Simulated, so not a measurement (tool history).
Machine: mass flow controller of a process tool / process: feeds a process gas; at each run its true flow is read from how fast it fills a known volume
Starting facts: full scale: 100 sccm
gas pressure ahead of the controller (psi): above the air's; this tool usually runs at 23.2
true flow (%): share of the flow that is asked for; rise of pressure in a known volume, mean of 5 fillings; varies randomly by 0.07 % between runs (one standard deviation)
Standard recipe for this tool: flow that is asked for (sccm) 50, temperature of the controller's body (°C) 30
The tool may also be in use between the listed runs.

run	hour	flow that is asked for (sccm)	gas pressure ahead of the controller (psi)	temperature of the controller's body (°C)	true flow (%)
1	0.0	50	23.2	30	99.27
2	117.1	50	23.2	30	99.15
3	225.0	50	23.2	30	99.28
4	280.8	50	23.2	30	99.39
5	347.4	50	23.2	37	100.03
6	408.6	14	23.2	30	97.43
7	503.6	14	23.2	30	97.45
8	583.9	14	23.2	30	97.29
9	679.6	14	23.2	30	97.35
10	789.5	14	23.2	30	97.28
11	899.7	14	23.2	30	97.21
# hour 906.6: controller's zero set anew
12	1003.0	50	21.9	22	98.13
13	1106.2	57	26.3	28	99.13
14	1158.1	50	40.6	30	99.33
15	1216.5	50	40.6	30	99.44
# hour 1323.0: controller's zero set anew, once more
16	1324.0	50	23.2	21	98.64
17	1426.6	50	23.2	21	98.61
18	1494.4	50	40.2	26	99.46
19	1562.2	15	23.2	26	97.83
20	1666.7	33	21.2	20	97.85
21	1718.7	73	27.1	25	99.88
22	1793.7	57	23.2	40	100.98

Below are 5 alternative next runs, each starting from the tool's condition after run 22. Predict each:
A	1850.0	20	23.2	40	?
B	1850.0	14	39.9	37	?
C	1850.0	50	30.6	30	?
D	1850.0	50	23.2	24	?
E	1850.0	50	23.2	23	?

run	true flow (%)
A	99.66
B	98.97
C	99.74
D	98.89
E	98.81
Without the tool's unlogged condition, the same runs would have read:
run	true flow (%)
A	99.69
B	99.29
C	99.36
D	98.50
E	98.42
